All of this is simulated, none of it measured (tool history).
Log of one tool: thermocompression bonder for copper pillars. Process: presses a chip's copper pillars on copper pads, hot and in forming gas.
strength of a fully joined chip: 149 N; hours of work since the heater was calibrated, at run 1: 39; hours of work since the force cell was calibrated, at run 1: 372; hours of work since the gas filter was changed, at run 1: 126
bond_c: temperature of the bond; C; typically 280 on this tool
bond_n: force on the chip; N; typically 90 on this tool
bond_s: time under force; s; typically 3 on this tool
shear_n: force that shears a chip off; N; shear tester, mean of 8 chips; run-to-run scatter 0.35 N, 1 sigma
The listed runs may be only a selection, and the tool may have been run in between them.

| run | hour | bond_c | bond_n | bond_s | hours of work since the heater was calibrated | hours of work since the force cell was calibrated | hours of work since the gas filter was changed | shear_n |
|---|---|---|---|---|---|---|---|---|
| 1 | 0.0 | 280 | 90 | 3 | 39 | 372 | 126 | 68.0 |
| 2 | 10.4 | 280 | 90 | 3 | 44 | 377 | 131 | 68.5 |
| 3 | 17.1 | 280 | 90 | 9 | 48 | 380 | 135 | 96.2 |
| 4 | 28.2 | 280 | 90 | 9 | 53 | 386 | 141 | 97.0 |
| 5 | 35.7 | 280 | 90 | 3 | 57 | 390 | 144 | 67.8 |
| 6 | 45.8 | 280 | 90 | 3 | 62 | 395 | 150 | 67.9 |
| 7 | 55.3 | 280 | 90 | 3 | 67 | 400 | 154 | 68.0 |
| 8 | 63.3 | 280 | 90 | 3 | 71 | 404 | 159 | 67.2 |
| 9 | 72.3 | 280 | 65 | 3 | 76 | 409 | 163 | 56.1 |
| 10 | 80.0 | 280 | 65 | 3 | 80 | 413 | 167 | 56.2 |
| 11 | 85.2 | 280 | 65 | 3 | 83 | 415 | 170 | 56.1 |
| 12 | 92.7 | 280 | 65 | 3 | 87 | 419 | 174 | 56.5 |
| 13 | 100.5 | 280 | 65 | 3 | 91 | 423 | 178 | 55.4 |
|  | 103.1 | heater calibrated with a thermocouple chip |
| 14 | 113.7 | 280 | 65 | 3 | 5 | 429 | 183 | 56.1 |
|  | 124.1 | heater calibrated with a thermocouple chip, once more |
| 15 | 124.9 | 280 | 65 | 3 | 0 | 434 | 188 | 55.4 |
| 16 | 130.5 | 280 | 65 | 3 | 3 | 436 | 191 | 54.9 |
| 17 | 139.0 | 251 | 80 | 6 | 8 | 441 | 195 | 53.7 |
| 18 | 149.7 | 251 | 80 | 6 | 13 | 446 | 201 | 53.5 |
| 19 | 156.9 | 303 | 71 | 7 | 17 | 450 | 205 | 99.1 |
| 20 | 164.8 | 303 | 71 | 7 | 21 | 454 | 209 | 98.3 |
| 21 | 172.1 | 259 | 118 | 3 | 25 | 458 | 212 | 57.9 |
| 22 | 180.9 | 267 | 107 | 8 | 29 | 462 | 217 | 85.5 |
| 23 | 192.3 | 258 | 99 | 2 | 35 | 468 | 223 | 43.5 |
| 24 | 203.0 | 301 | 131 | 4 | 40 | 474 | 228 | 106.1 |
| 25 | 211.4 | 260 | 87 | 3 | 45 | 478 | 232 | 48.9 |
| 26 | 222.5 | 280 | 90 | 4 | 50 | 484 | 238 | 72.9 |
| 27 | 232.3 | 294 | 62 | 3 | 55 | 489 | 243 | 64.1 |
| 28 | 243.5 | 294 | 75 | 9 | 61 | 494 | 249 | 98.2 |
| 29 | 248.6 | 286 | 90 | 3 | 64 | 497 | 252 | 71.0 |
| 30 | 260.2 | 286 | 90 | 8 | 70 | 503 | 257 | 95.1 |
| 31 | 266.3 | 268 | 90 | 3 | 73 | 506 | 261 | 55.8 |

How would selected steps in shear_n from run to run divide? Give the signed amount a tool lacking its hidden state would still show from settings, what came in and random variation, and the signed amount left for the hidden state, including any gauge scatter that is not in both of the compared results.
The tool's hidden condition here consists of: true temperature of the bond over the reading, C; force that reaches the chip, % of what is set; oxide that the forming gas leaves, % of the face; drift of the gauge itself on shear_n, %.
Run 18 -> 19: bond_c 251 -> 303, bond_n 80 -> 71, bond_s 6 -> 7. shear_n +45.6 N: hidden state -1.7, all else +47.3.
Run 22 -> 23: bond_c 267 -> 258, bond_n 107 -> 99, bond_s 8 -> 2. shear_n -42.0 N: hidden state +2.0, all else -44.0.
Run 23 -> 24: bond_c 258 -> 301, bond_n 99 -> 131, bond_s 2 -> 4. shear_n +62.6 N: hidden state -2.7, all else +65.3.
Run 24 -> 25: bond_c 301 -> 260, bond_n 131 -> 87, bond_s 4 -> 3. shear_n -57.2 N: hidden state +2.3, all else -59.5.
